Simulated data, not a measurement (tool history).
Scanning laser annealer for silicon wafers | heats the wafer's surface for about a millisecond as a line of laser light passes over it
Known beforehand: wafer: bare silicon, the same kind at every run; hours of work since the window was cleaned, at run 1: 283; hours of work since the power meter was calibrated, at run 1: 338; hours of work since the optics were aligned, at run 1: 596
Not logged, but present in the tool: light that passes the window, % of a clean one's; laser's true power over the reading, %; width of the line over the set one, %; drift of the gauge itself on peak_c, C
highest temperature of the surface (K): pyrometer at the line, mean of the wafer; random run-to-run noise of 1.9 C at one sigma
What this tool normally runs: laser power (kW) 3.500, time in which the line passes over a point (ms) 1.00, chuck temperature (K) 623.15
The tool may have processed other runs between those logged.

run,hour,laser power (kW),time in which the line passes over a point (ms),chuck temperature (K),hours of work since the window was cleaned,hours of work since the power meter was calibrated,hours of work since the optics were aligned,highest temperature of the surface (K)
1,0.0,3.500,1.00,623.15,283,338,596,1401.15
2,73.9,3.500,1.00,623.15,313,368,626,1402.15
3,128.1,3.500,1.00,623.15,334,390,648,1403.15
4,185.6,3.500,1.00,623.15,358,413,671,1407.15
5,242.1,3.500,1.00,623.15,380,436,694,1404.15
6,287.6,3.500,1.00,623.15,399,454,712,1402.15
7,335.6,3.500,1.00,623.15,418,473,731,1405.15
8,372.6,3.356,0.71,597.15,433,488,746,1223.15
# hour 399.6: window over the wafer cleaned
9,437.1,2.992,0.98,618.15,15,513,771,1252.15
10,499.5,3.000,0.98,584.15,40,538,796,1222.15
11,548.2,3.000,0.98,584.15,60,558,816,1223.15

Consider 3 possible next runs. They are alternatives, not a sequence: every one starts from the tool as it was left by run 11. What does each give?
A,617.6,3.696,0.72,597.15,88,586,844,?
B,617.6,3.594,0.98,584.15,88,586,844,?
C,617.6,3.794,1.00,623.15,88,586,844,?

run,highest temperature of the surface (K)
A,1311.15
B,1384.15
C,1490.15
With no hidden state in the tool, these same runs would have given:
run,highest temperature of the surface (K)
A,1311.15
B,1384.15
C,1491.15
